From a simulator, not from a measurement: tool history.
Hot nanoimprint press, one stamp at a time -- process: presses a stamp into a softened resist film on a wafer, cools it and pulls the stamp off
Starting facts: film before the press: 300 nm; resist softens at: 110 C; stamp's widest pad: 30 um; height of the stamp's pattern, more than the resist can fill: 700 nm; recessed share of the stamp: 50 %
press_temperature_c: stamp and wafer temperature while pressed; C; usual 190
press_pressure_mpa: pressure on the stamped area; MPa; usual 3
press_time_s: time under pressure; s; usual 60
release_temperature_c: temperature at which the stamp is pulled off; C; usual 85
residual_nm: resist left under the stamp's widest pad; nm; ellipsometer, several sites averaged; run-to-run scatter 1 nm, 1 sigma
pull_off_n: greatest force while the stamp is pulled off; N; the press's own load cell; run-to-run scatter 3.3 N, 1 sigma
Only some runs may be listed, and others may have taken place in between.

run   hour  press_temperature_c  press_pressure_mpa  press_time_s  release_temperature_c  residual_nm  pull_off_n
  1      0                  190                   3            60                     85        153.3         243
  2   14.5                  190                   3            60                     85        153.4         240
  3   37.7                  190                   3            60                     74        153.1         314
  4   64.1                  190                   3            60                     77        154.8         304
      74.6  -- stamp cleaned and given a new release coat
  5   98.2                  190                   3           115                     85        124.2         230
  6  113.1                  190                   3           115                     85        124.6         232
  7  131.8                  190                   3           115                     85        125.1         230
  8  146.1                  190                   3           115                     85        125.5         234
  9  165.4                  190                   3           115                     85        124.3         238
 10  179.5                  190                   3            60                     85        156.7         240
 11  208.2                  190                1.92            60                     85        189.5         243
 12  230.1                  190                   3            60                     85        154.9         248
 13  244.2                  191                   3            60                     85        152.5         246
 14  257.2                  191                   3            60                     85        153.6         238
 15  277.8                  191                   3            60                     85        152.6         246
 16  297.7                  190                1.95            60                     85        188.6         257
 17    310                  186                1.95            98                     85        179.7         251
 18  329.3                  180                1.95            98                     84        208.1         260
 19  347.7                  199                4.61            56                     82        103.4         280
     355.8  -- stamp cleaned and given a new release coat
 20  381.7                  179                4.61            56                     82        175.9         252
 21  402.3                  179                4.61            56                     82        173.2         256
 22  414.6                  181                3.68            56                     82        186.4         264
 23    434                  181                3.68            56                     82        184.8         252
 24  456.9                  190                2.91            65                     85        156.4         241
 25    481                  190                2.91            65                     85        157.2         243
 26  494.1                  180                1.98            63                     85        229.2         238
 27  508.7                  180                1.98            84                     85        215.7         246
 28  526.1                  179                1.98            84                     93        222.2         195
 29  554.7                  200                   3            60                     80        126.7         280

What if the next run were any one of these 4? Each begins from the tool's condition after run 29:
  A  574.9                  194                   3            56                     85            ?           ?
  B  574.9                  190                   3            40                     85            ?           ?
  C  574.9                  200                2.75            60                     91            ?           ?
  D  574.9                  196                   3            60                     85            ?           ?

run  residual_nm  pull_off_n
  A          148         252
  B        181.8         250
  C          132         219
  D        138.1         255
Without the tool's unlogged condition, the same runs would have read:
run  residual_nm  pull_off_n
  A        139.2         223
  B        171.8         221
  C        124.3         192
  D        129.7         226
